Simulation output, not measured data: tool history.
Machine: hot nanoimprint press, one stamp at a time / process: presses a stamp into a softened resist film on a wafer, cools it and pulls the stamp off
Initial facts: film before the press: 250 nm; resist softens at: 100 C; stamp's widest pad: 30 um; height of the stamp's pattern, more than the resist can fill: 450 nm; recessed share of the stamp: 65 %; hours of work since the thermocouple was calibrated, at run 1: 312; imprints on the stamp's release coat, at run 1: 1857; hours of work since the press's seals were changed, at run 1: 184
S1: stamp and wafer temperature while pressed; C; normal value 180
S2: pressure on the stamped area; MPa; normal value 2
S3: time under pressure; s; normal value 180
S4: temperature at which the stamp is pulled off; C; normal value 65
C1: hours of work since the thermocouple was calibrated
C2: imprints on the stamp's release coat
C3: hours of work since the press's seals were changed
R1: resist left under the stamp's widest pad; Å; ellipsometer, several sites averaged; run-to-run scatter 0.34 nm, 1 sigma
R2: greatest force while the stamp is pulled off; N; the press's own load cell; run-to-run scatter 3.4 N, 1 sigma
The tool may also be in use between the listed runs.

run 1 day=0 | S1=180 S2=2 S3=180 S4=65 | C1=312 C2=1857 C3=184 | R1=1272 R2=227
run 2 day=2.867 | S1=180 S2=2 S3=180 S4=65 | C1=346 C2=2042 C3=219 | R1=1266 R2=236
-- day=4.483 stamp cleaned and given a new release coat
run 3 day=6.417 | S1=180 S2=2 S3=180 S4=65 | C1=386 C2=125 C3=259 | R1=1265 R2=224
run 4 day=7.921 | S1=180 S2=2 S3=180 S4=65 | C1=405 C2=222 C3=277 | R1=1258 R2=227
run 5 day=11.058 | S1=180 S2=2 S3=180 S4=65 | C1=443 C2=424 C3=315 | R1=1264 R2=229
-- day=11.467 plate thermocouple calibrated
run 6 day=13.708 | S1=180 S2=2 S3=280 S4=65 | C1=27 C2=587 C3=346 | R1=1096 R2=233
run 7 day=16.821 | S1=180 S2=2 S3=280 S4=65 | C1=65 C2=788 C3=384 | R1=1091 R2=229
run 8 day=20.112 | S1=174 S2=2 S3=319 S4=65 | C1=105 C2=1001 C3=423 | R1=1321 R2=225
run 9 day=22.292 | S1=174 S2=2 S3=319 S4=65 | C1=131 C2=1141 C3=450 | R1=1317 R2=226
run 10 day=25.629 | S1=174 S2=2 S3=319 S4=65 | C1=172 C2=1357 C3=490 | R1=1319 R2=225
run 11 day=28.338 | S1=180 S2=1.38 S3=329 S4=55 | C1=204 C2=1532 C3=523 | R1=1263 R2=266
run 12 day=30.104 | S1=192 S2=2.45 S3=338 S4=62 | C1=226 C2=1645 C3=545 | R1=571 R2=236
run 13 day=31.471 | S1=170 S2=1.71 S3=180 S4=57 | C1=242 C2=1734 C3=561 | R1=1858 R2=259

The same runs without the tool's hidden state, with the same run-to-run variation:
The tool's hidden condition here consists of: true temperature over the reading, C; pressure that arrives at the usual setting, %; grip of the stamp's worn release coat, % over a new coat's; drift of the gauge itself on residual_nm, %; drift of the gauge itself on pull_off_n, %.
run=1 R1=1271
run=2 R1=1267
run=3 R1=1268
run=4 R1=1262
run=5 R1=1270
run=6 R1=1103
run=7 R1=1099
run=8 R1=1333
run=9 R1=1330
run=10 R1=1334
run=11 R1=1280
run=12 R1=579
run=13 R1=1885
For R2, the value without the hidden state is never more than 2 N from the measured value.

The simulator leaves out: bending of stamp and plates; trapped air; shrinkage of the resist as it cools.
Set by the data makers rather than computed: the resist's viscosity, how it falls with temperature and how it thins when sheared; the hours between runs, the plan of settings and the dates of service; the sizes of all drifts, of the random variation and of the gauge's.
